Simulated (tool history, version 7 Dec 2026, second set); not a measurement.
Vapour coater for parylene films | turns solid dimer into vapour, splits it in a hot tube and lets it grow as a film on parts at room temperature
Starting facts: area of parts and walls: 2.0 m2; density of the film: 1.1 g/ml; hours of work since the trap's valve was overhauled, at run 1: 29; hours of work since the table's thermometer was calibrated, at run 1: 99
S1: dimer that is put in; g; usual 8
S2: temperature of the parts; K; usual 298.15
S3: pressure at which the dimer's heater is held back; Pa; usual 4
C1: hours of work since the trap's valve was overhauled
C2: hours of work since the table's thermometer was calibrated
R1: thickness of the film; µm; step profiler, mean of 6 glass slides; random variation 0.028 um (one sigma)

| run | hour | S1 | S2 | S3 | C1 | C2 | R1 |
|---|---|---|---|---|---|---|---|
| 1 | 0 | 8 | 298.15 | 4 | 29 | 99 | 2.88 |
| 2 | 17.9 | 8 | 298.15 | 4 | 36 | 107 | 2.86 |
| 3 | 34.5 | 8 | 298.15 | 4 | 43 | 113 | 2.81 |
| 4 | 51 | 8 | 298.15 | 4 | 50 | 120 | 2.9 |
| 5 | 85.1 | 8 | 298.15 | 4.95 | 64 | 134 | 2.61 |
| 6 | 106.1 | 5 | 298.15 | 4.95 | 72 | 143 | 1.66 |
| 7 | 130.1 | 8 | 298.15 | 5.37 | 82 | 153 | 2.65 |
| 8 | 145.2 | 8 | 298.15 | 4.15 | 88 | 159 | 2.74 |
| 9 | 171 | 8 | 298.15 | 4.15 | 99 | 170 | 2.71 |
| 10 | 188.2 | 8 | 298.15 | 4.15 | 106 | 177 | 2.69 |
| 11 | 214.4 | 8 | 298.15 | 4.15 | 117 | 187 | 2.68 |
| 12 | 234.4 | 8 | 298.15 | 4.15 | 125 | 196 | 2.74 |
| 13 | 268.2 | 8 | 298.15 | 4.15 | 139 | 210 | 2.65 |
| 14 | 286.1 | 8 | 298.15 | 4.15 | 146 | 217 | 2.69 |
| 15 | 316.1 | 7 | 298.15 | 4 | 159 | 229 | 2.31 |
| 16 | 346.9 | 7 | 298.15 | 4 | 171 | 242 | 2.3 |
| 17 | 376.5 | 8 | 298.15 | 4 | 184 | 254 | 2.62 |
| 18 | 398.2 | 8 | 298.15 | 4 | 193 | 263 | 2.57 |
| 19 | 419.5 | 8 | 298.15 | 4 | 201 | 272 | 2.55 |
| 20 | 445.8 | 8 | 298.15 | 4 | 212 | 283 | 2.54 |
| 21 | 465.5 | 8 | 298.15 | 4 | 220 | 291 | 2.57 |
| 22 | 488.1 | 8 | 298.15 | 4 | 229 | 300 | 2.53 |
| 23 | 511.7 | 8 | 298.15 | 3.37 | 239 | 310 | 2.6 |
| 24 | 532.7 | 8 | 305.15 | 3.38 | 248 | 318 | 2.14 |
|  | 538.9 | trap's valve overhauled |
| 25 | 565.7 | 8 | 305.15 | 3.38 | 11 | 330 | 2.49 |
| 26 | 596.5 | 8 | 304.15 | 4 | 24 | 343 | 2.44 |
| 27 | 624.7 | 11 | 296.15 | 2.44 | 35 | 355 | 4.6 |
| 28 | 644.6 | 4 | 299.15 | 4 | 44 | 363 | 1.43 |
| 29 | 675.4 | 4 | 303.15 | 4 | 56 | 376 | 1.23 |
| 30 | 697.7 | 4 | 301.15 | 2.56 | 65 | 385 | 1.43 |
| 31 | 715.9 | 13 | 301.15 | 3.25 | 73 | 392 | 4.27 |
| 32 | 746.9 | 8 | 298.15 | 10.03 | 86 | 405 | 2.37 |
| 33 | 778.8 | 6 | 309.15 | 5.99 | 99 | 418 | 1.4 |
| 34 | 792.7 | 6 | 309.15 | 5.99 | 104 | 424 | 1.4 |
| 35 | 807.2 | 4 | 293.15 | 6 | 110 | 430 | 1.44 |
| 36 | 828 | 13 | 292.15 | 4 | 119 | 438 | 5.26 |
| 37 | 859.7 | 7 | 302.15 | 6.61 | 132 | 451 | 1.95 |
| 38 | 891.6 | 8 | 300.15 | 2.62 | 145 | 465 | 2.82 |
| 39 | 910.6 | 13 | 306.15 | 2.56 | 153 | 472 | 3.78 |

Describe how what the log doesn't record of the tool's condition differs between the last listed run preceding each entry between runs and the first listed run following it.
Run 24 -> run 25: trap's valve overhauled (hour 538.9)
  vapour lost through the trap's worn valve, %: 14.7 -> 0.8; true temperature of the parts over the reading, C: -0.24 -> -0.25
  the result without the hidden state subtracted from the measured one, R1: -0.34 -> +0 µm
